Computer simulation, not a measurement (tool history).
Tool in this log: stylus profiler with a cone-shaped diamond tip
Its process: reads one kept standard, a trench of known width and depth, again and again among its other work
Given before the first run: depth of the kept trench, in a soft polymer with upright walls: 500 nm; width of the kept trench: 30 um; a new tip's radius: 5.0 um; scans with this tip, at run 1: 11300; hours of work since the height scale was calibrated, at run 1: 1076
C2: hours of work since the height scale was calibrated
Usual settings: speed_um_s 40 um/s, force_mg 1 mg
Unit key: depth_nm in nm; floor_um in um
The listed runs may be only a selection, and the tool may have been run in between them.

run 1 day=0 | speed_um_s=40 force_mg=1 | scans_with_this_tip=11300 C2=1076 | depth_nm=502.59 floor_um=25.48
run 2 day=2.45 | speed_um_s=40 force_mg=1 | scans_with_this_tip=11750 C2=1119 | depth_nm=502.46 floor_um=25.42
run 3 day=4.888 | speed_um_s=40 force_mg=1.92 | scans_with_this_tip=12198 C2=1161 | depth_nm=504.02 floor_um=25.53
run 4 day=7.312 | speed_um_s=40 force_mg=1 | scans_with_this_tip=12644 C2=1204 | depth_nm=502.54 floor_um=25.42
run 5 day=9.258 | speed_um_s=40 force_mg=1 | scans_with_this_tip=13002 C2=1238 | depth_nm=502.5 floor_um=25.46
run 6 day=11.404 | speed_um_s=40 force_mg=1 | scans_with_this_tip=13397 C2=1276 | depth_nm=502.43 floor_um=25.45
run 7 day=12.975 | speed_um_s=40 force_mg=1 | scans_with_this_tip=13686 C2=1303 | depth_nm=502.42 floor_um=25.43
run 8 day=14.683 | speed_um_s=40 force_mg=0.38 | scans_with_this_tip=14000 C2=1333 | depth_nm=501.36 floor_um=25.33
run 9 day=16.221 | speed_um_s=40 force_mg=0.38 | scans_with_this_tip=14282 C2=1360 | depth_nm=501.71 floor_um=25.3
-- day=17.375 height scale calibrated on a step standard
run 10 day=18.833 | speed_um_s=40 force_mg=0.38 | scans_with_this_tip=14759 C2=26 | depth_nm=501.66 floor_um=25.32
run 11 day=21.167 | speed_um_s=40 force_mg=0.38 | scans_with_this_tip=15188 C2=66 | depth_nm=501.33 floor_um=25.34
run 12 day=23.629 | speed_um_s=40 force_mg=0.46 | scans_with_this_tip=15642 C2=110 | depth_nm=501.38 floor_um=25.41
run 13 day=26.233 | speed_um_s=40 force_mg=1.86 | scans_with_this_tip=16120 C2=155 | depth_nm=503.96 floor_um=25.52
run 14 day=27.646 | speed_um_s=40 force_mg=1.86 | scans_with_this_tip=16380 C2=180 | depth_nm=504.02 floor_um=25.52
run 15 day=29.183 | speed_um_s=40 force_mg=1.86 | scans_with_this_tip=16663 C2=207 | depth_nm=503.85 floor_um=25.46
run 16 day=30.633 | speed_um_s=40 force_mg=1.86 | scans_with_this_tip=16929 C2=232 | depth_nm=503.86 floor_um=25.46
run 17 day=31.967 | speed_um_s=40 force_mg=1.86 | scans_with_this_tip=17174 C2=256 | depth_nm=504.09 floor_um=25.53
run 18 day=33.433 | speed_um_s=40 force_mg=0.47 | scans_with_this_tip=17444 C2=281 | depth_nm=501.61 floor_um=25.37
run 19 day=35.571 | speed_um_s=40 force_mg=0.47 | scans_with_this_tip=17838 C2=319 | depth_nm=501.6 floor_um=25.34
run 20 day=38.096 | speed_um_s=73 force_mg=0.47 | scans_with_this_tip=18302 C2=363 | depth_nm=501.48 floor_um=25.18
run 21 day=40.467 | speed_um_s=40 force_mg=1 | scans_with_this_tip=18738 C2=404 | depth_nm=502.58 floor_um=25.44
run 22 day=41.921 | speed_um_s=40 force_mg=1 | scans_with_this_tip=19006 C2=430 | depth_nm=502.57 floor_um=25.47
run 23 day=44.725 | speed_um_s=40 force_mg=1 | scans_with_this_tip=19521 C2=479 | depth_nm=502.35 floor_um=25.46
-- day=47.55 new tip fitted, height scale calibrated
run 24 day=47.55 | speed_um_s=40 force_mg=1 | scans_with_this_tip=0 C2=0 | depth_nm=502.75 floor_um=25.51
run 25 day=50.512 | speed_um_s=61 force_mg=0.74 | scans_with_this_tip=545 C2=52 | depth_nm=502.11 floor_um=25.35
run 26 day=52.471 | speed_um_s=49 force_mg=2.4 | scans_with_this_tip=905 C2=86 | depth_nm=504.77 floor_um=25.51
run 27 day=53.925 | speed_um_s=48 force_mg=0.87 | scans_with_this_tip=1173 C2=112 | depth_nm=502.48 floor_um=25.47
run 28 day=55.462 | speed_um_s=48 force_mg=1.38 | scans_with_this_tip=1456 C2=139 | depth_nm=503.31 floor_um=25.47

Predict the results of run 29:
run 29 day=58.567 | speed_um_s=135 force_mg=0.89 | scans_with_this_tip=2026 C2=193 | depth_nm=? floor_um=?

depth_nm: 502.42 nm
floor_um: 25.06 um
With no hidden state in the tool, this same run would have given depth_nm 502.42 nm, floor_um 25.06 um.
